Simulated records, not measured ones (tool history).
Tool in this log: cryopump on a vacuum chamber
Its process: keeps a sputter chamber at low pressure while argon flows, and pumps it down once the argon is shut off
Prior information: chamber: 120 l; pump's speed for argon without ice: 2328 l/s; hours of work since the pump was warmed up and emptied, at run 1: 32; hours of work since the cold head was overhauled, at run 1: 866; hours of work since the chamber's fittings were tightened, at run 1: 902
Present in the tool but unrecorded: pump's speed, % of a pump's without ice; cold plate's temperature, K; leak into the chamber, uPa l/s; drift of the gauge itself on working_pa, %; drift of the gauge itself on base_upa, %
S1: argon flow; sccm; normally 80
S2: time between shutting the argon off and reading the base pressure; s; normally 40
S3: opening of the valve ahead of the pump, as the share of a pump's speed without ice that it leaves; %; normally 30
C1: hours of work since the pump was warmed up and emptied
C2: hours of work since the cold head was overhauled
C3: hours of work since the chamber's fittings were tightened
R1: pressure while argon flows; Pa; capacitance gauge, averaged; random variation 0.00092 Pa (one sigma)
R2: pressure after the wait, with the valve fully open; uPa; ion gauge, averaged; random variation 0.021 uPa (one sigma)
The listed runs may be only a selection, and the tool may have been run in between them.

run   hour   S1   S2  S3   C1    C2    C3      R1    R2
  1    0.0   80   40  30   32   866   902  0.1947  0.91
  2   33.9   80   40  30   58   892   928  0.1954  0.88
  3   57.8   80   40  30   76   910   946  0.1942  0.89
  4   88.8   80   40  30  100   934   970  0.1955  0.83
  5  112.7   80   40  30  118   952   988  0.1944  0.95
  6  132.3   80   40  30  133   967  1003  0.1954  0.89
     146.5  -- leaking fittings of the chamber tightened, without venting
  7  163.0   80   40  30  154   989    13  0.1977  0.50
  8  196.7   80   40  30  180  1014    38  0.1979  0.55
  9  215.5   80   40  30  194  1028    52  0.1966  0.54
 10  239.5   80   40  54  213  1047    71  0.1114  0.55
 11  271.4   80   40  54  237  1071    95  0.1115  0.58
 12  286.8   80  138  30  249  1083   107  0.1983  0.31
 13  321.3   80  138  30  275  1109   133  0.1995  0.29
 14  336.6   80  138  30  287  1121   145  0.1974  0.30
 15  355.7   80  138  30  301  1135   159  0.1976  0.30
 16  383.3   80  138  30  322  1156   180  0.2008  0.33
 17  412.8   80  138  30  344  1178   202  0.2003  0.34
 18  437.5   80  137  30  363  1197   221  0.1993  0.38
 19  457.6   68   53  30  379  1213   237  0.1702  0.53
 20  481.8  156  142  37  397  1231   255  0.3185  0.39
 21  497.4   92   40  39  409  1243   267  0.1790  0.63
 22  525.1  139   79  26  430  1264   288  0.4015  0.47
 23  547.1   57   54  55  447  1281   305  0.0806  0.56
 24  566.3   51   40  30  461  1295   319  0.1279  0.66
 25  588.2   80  114  51  478  1312   336  0.1206  0.47
 26  621.7   80  114  51  503  1337   361  0.1222  0.45
 27  654.1   80   40  29  528  1362   386  0.2111  0.69
 28  680.0   80   40  29  548  1382   406  0.2096  0.73
 29  706.2   42  296  30  568  1402   426  0.1063  0.42
 30  739.0   42  296  30  593  1427   451  0.1064  0.41
 31  766.2   42  299  15  613  1447   471  0.2098  0.42
 32  785.5   73   21  49  628  1462   486  0.1182  1.12
 33  802.3   68  219  49  641  1475   499  0.1083  0.45

Predict each of these 4 candidate next runs independently; none follows another, all start after run 33:
  A  824.6  104   40  30  658  1492  516   ?   ?
  B  824.6  107  219  40  658  1492  516   ?   ?
  C  824.6   41   40  30  658  1492  516   ?   ?
  D  824.6  138   40  30  658  1492  516   ?   ?

run      R1    R2
  A  0.2672  0.80
  B  0.2092  0.48
  C  0.1048  0.78
  D  0.3524  0.76
With no hidden state in the tool, these same runs would have given:
run      R1    R2
  A  0.2530  0.52
  B  0.1945  0.21
  C  0.0992  0.50
  D  0.3337  0.50
